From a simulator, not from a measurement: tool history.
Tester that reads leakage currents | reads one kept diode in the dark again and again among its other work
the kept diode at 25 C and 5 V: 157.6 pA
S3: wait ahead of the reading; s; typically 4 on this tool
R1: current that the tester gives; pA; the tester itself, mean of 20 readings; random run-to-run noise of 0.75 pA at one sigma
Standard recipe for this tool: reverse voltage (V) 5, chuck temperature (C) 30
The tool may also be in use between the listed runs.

Run 1, hour 0: usual settings. Result: R1 205.97 pA.
At hour 19.4: chuck's temperature calibrated.
Run 2, hour 68.6: usual settings. Result: R1 255.17 pA.
Run 3, hour 108.1: usual settings but S3 1.94 s. Result: R1 254.96 pA.
Run 4, hour 156.2: usual settings. Result: R1 254.41 pA.
Run 5, hour 194.5: usual settings but chuck temperature (C) 34. Result: R1 359.81 pA.
Run 6, hour 243: usual settings but chuck temperature (C) 34. Result: R1 357.48 pA.
Run 7, hour 285.4: usual settings but chuck temperature (C) 29. Result: R1 233.06 pA.
Run 8, hour 347.1: usual settings but chuck temperature (C) 29. Result: R1 232.14 pA.
Run 9, hour 384: usual settings but chuck temperature (C) 29. Result: R1 231.05 pA.
Run 10, hour 420.9: usual settings but chuck temperature (C) 29. Result: R1 230.93 pA.
Run 11, hour 458.4: usual settings but chuck temperature (C) 29. Result: R1 230.23 pA.
Run 12, hour 520.4: usual settings but reverse voltage (V) 1.84, chuck temperature (C) 40, S3 0.66 s. Result: R1 322.14 pA.
Run 13, hour 550.1: usual settings but reverse voltage (V) 1.23, chuck temperature (C) 44, S3 0.66 s. Result: R1 350.6 pA.
Run 14, hour 613.5: usual settings but reverse voltage (V) 1.23, chuck temperature (C) 44, S3 0.66 s. Result: R1 348.55 pA.

Run 15 comes next. What will it give?
Run 15, hour 653.1: usual settings but reverse voltage (V) 1.23, chuck temperature (C) 44, S3 9.82 s. Result: R1 ?.

R1: 349.23 pA
The same run, on a tool lacking any hidden state, would have yielded R1 353.92 pA.
